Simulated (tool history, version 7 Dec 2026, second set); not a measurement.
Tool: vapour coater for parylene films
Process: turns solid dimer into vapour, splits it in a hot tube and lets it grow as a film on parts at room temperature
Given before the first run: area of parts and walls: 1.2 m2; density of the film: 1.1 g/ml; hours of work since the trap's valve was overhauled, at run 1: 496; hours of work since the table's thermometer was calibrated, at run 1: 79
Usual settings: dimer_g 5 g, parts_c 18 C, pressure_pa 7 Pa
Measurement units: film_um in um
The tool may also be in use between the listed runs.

run   hour  dimer_g  parts_c  pressure_pa  hours of work since the trap's valve was overhauled  hours of work since the table's thermometer was calibrated  film_um
  1      0        5       18            7                                                  496                                                          79     1.79
  2    8.6        5       18            7                                                  501                                                          84     1.81
  3   20.4        5       18            7                                                  509                                                          92      1.8
  4   30.2        5       18            7                                                  515                                                          98      1.8
  5   44.6        5       18            7                                                  524                                                         107     1.78
  6   54.4        5       18            7                                                  531                                                         114     1.81
  7   70.1        5       18            7                                                  541                                                         124     1.79
  8   81.4        2       18            7                                                  548                                                         131     0.72
  9   88.2        5       18            7                                                  552                                                         135     1.81
 10   99.9        5       18            7                                                  560                                                         143     1.78
 11  107.4        5       18            7                                                  564                                                         147     1.79
 12    117        5       18          3.7                                                  571                                                         154     2.08
 13  129.3        5       18            7                                                  578                                                         161     1.81
 14  139.1        5       18            7                                                  585                                                         168     1.78
 15  150.1        5       18            7                                                  592                                                         175     1.82
 16  159.2        5       18            7                                                  597                                                         180     1.82
 17  170.2        2       13            7                                                  604                                                         187     0.85
 18  179.9        6       18            7                                                  611                                                         194     2.17
 19  187.7        6       12         2.97                                                  616                                                         199     3.16
 20  196.9        3       18         5.85                                                  622                                                         205     1.12
 21  209.8        5       16         4.14                                                  630                                                         213     2.18
 22  223.8        3       27         3.85                                                  639                                                         222     0.91
 23  231.5        5       28         4.79                                                  644                                                         227     1.39
 24  241.5        5       28         4.79                                                  650                                                         233     1.39
 25  256.2        7       22         2.58                                                  659                                                         242      2.7
 26  271.3        5       18         3.94                                                  669                                                         252     2.03
 27  286.1        6       18        11.01                                                  678                                                         261     1.98
     301.8  -- trap's valve overhauled
 28  304.4        5       18         4.31                                                    2                                                         271        2
 29  312.1        7       18         7.79                                                    7                                                         275     2.49

Each row is a separate what-if for the run after 29, all from the same tool condition, not one after another. Results?
  A  322.9        5       18            7                                                   13                                                         282        ?
  B  322.9        7       10         7.79                                                   13                                                         282        ?
  C  322.9        5       19            7                                                   13                                                         282        ?
  D  322.9        4       19          2.2                                                   13                                                         282        ?
  E  322.9        5       20         4.09                                                   13                                                         282        ?

run  film_um
  A     1.83
  B     3.24
  C     1.75
  D     1.77
  E     1.92
Take away the tool's hidden state, keep each run's random variation, and the runs would have read:
run  film_um
  A     1.83
  B     3.24
  C     1.75
  D     1.77
  E     1.92
